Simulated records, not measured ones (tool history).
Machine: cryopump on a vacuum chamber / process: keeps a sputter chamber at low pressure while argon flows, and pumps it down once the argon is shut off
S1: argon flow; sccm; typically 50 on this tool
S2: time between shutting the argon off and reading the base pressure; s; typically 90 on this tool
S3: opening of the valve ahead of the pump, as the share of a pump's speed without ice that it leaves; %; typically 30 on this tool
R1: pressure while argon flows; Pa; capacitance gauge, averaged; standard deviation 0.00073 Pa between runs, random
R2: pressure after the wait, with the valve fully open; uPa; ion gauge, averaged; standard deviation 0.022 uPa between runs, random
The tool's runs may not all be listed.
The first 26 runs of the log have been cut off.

| run | hour | S1 | S2 | S3 | R1 | R2 |
|---|---|---|---|---|---|---|
| 27 | 549.8 | 62 | 183 | 30 | 0.1686 | 0.93 |
| 28 | 578 | 26 | 38 | 31 | 0.0679 | 1.88 |
| 29 | 596.9 | 26 | 26 | 31 | 0.0688 | 2.43 |
| 30 | 613.1 | 26 | 26 | 31 | 0.0682 | 2.38 |
| 31 | 625.7 | 26 | 26 | 31 | 0.0687 | 2.45 |
| 32 | 643.5 | 47 | 244 | 21 | 0.1826 | 0.9 |
| 33 | 672.4 | 36 | 93 | 48 | 0.0616 | 1.21 |
| 34 | 693.7 | 36 | 74 | 28 | 0.1045 | 1.34 |

Below are 4 alternative next runs, each starting from the tool's condition after run 34. Predict each:
| A | 716.9 | 36 | 31 | 22 | ? | ? |
| B | 716.9 | 24 | 50 | 52 | ? | ? |
| C | 716.9 | 50 | 204 | 48 | ? | ? |
| D | 716.9 | 42 | 90 | 50 | ? | ? |

| run | R1 | R2 |
|---|---|---|
| A | 0.1348 | 2.15 |
| B | 0.0392 | 1.73 |
| C | 0.0873 | 0.98 |
| D | 0.0703 | 1.28 |
Without the tool's hidden state the same runs would have given:
| run | R1 | R2 |
|---|---|---|
| A | 0.1314 | 1.52 |
| B | 0.0369 | 1.08 |
| C | 0.0826 | 0.36 |
| D | 0.0665 | 0.66 |

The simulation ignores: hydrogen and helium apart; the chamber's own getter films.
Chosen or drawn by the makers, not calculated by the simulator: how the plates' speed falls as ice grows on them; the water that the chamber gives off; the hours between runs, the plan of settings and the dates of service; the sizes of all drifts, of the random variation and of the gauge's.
